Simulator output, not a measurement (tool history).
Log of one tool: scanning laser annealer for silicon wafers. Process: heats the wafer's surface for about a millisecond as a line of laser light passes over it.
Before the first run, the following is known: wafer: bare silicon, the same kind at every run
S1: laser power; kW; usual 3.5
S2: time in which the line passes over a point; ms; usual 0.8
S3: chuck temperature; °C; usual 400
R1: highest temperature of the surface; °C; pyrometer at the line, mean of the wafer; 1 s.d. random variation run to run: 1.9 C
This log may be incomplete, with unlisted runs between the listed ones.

run	hour	S1	S2	S3	R1
1	0	3.5	0.8	400	1129
2	12.5	3.5	0.8	400	1128
3	26.2	3.5	0.8	438	1166
4	37.8	3.256	0.8	400	1070
# hour 46.5: window over the wafer cleaned
5	48.9	3.5	0.885	400	1195
6	56.1	3.5	0.8	400	1163
7	67.6	3.5	0.8	400	1159
8	76.4	3.5	0.8	400	1158
9	85.7	3.527	0.8	400	1163
10	95.4	3.527	0.8	400	1161
11	105.1	3.527	0.8	400	1165
12	112.8	3.527	0.8	400	1162
13	120	3.535	0.945	396	1220
14	129.9	3.535	0.945	396	1219
15	137	3.191	0.876	419	1120
16	151.4	3.275	0.8	437	1134
17	163.7	3.107	0.8	437	1092
18	173.1	3.358	0.638	400	1050
19	181.7	3.013	0.8	400	1029
20	192.7	3.013	0.966	425	1109
21	200.8	3.215	0.65	364	984
22	214.6	3.059	0.8	400	1043
23	223	3.033	0.677	412	1002

Below are 5 alternative next runs, each starting from the tool's condition after run 23. Predict each:
A	229.2	3.779	0.974	362	?
B	229.2	3.5	0.77	402	?
C	229.2	3.018	0.768	380	?
D	229.2	3.5	0.809	417	?
E	229.2	3.568	0.8	372	?

run	R1
A	1252
B	1134
C	999
D	1169
E	1136
Stripped of hidden state, with their random variation kept, the same runs would have yielded:
run	R1
A	1273
B	1151
C	1013
D	1186
E	1154

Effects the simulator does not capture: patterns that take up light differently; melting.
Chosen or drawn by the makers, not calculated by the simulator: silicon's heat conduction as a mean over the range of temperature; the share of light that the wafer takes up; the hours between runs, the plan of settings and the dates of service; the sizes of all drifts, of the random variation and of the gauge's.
